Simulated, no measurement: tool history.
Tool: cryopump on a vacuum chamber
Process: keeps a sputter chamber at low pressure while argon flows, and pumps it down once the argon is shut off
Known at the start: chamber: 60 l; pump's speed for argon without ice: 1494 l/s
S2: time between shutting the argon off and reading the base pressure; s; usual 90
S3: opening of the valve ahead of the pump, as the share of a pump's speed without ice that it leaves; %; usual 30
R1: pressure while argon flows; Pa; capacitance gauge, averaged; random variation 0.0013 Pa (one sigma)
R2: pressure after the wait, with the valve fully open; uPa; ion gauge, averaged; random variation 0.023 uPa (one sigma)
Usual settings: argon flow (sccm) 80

run 1 hour=0 | argon_flow_(sccm)=80 S2=90 S3=30 | R1=0.307 R2=1.14
run 2 hour=44.5 | argon_flow_(sccm)=47 S2=90 S3=30 | R1=0.1805 R2=1.13
run 3 hour=132.7 | argon_flow_(sccm)=47 S2=33 S3=30 | R1=0.1807 R2=2.01
run 4 hour=227.8 | argon_flow_(sccm)=47 S2=33 S3=30 | R1=0.1823 R2=2.14
run 5 hour=306.8 | argon_flow_(sccm)=80 S2=151 S3=30 | R1=0.3094 R2=1.03
run 6 hour=391.4 | argon_flow_(sccm)=80 S2=151 S3=30 | R1=0.3097 R2=1.06
run 7 hour=463.2 | argon_flow_(sccm)=36 S2=90 S3=30 | R1=0.1404 R2=1.29
run 8 hour=566.9 | argon_flow_(sccm)=36 S2=90 S3=30 | R1=0.141 R2=1.34
run 9 hour=657.3 | argon_flow_(sccm)=79 S2=90 S3=30 | R1=0.3073 R2=1.4
run 10 hour=752.3 | argon_flow_(sccm)=79 S2=90 S3=30 | R1=0.3093 R2=1.48
run 11 hour=827.6 | argon_flow_(sccm)=79 S2=90 S3=30 | R1=0.3138 R2=1.46

Run 12 comes next. What will it give?
run 12 hour=928.6 | argon_flow_(sccm)=79 S2=90 S3=55 | R1=? R2=?

R1: 0.1791 Pa
R2: 1.51 uPa
Without the tool's hidden state the same run would have given R1 0.1629 Pa, R2 0.7 uPa.
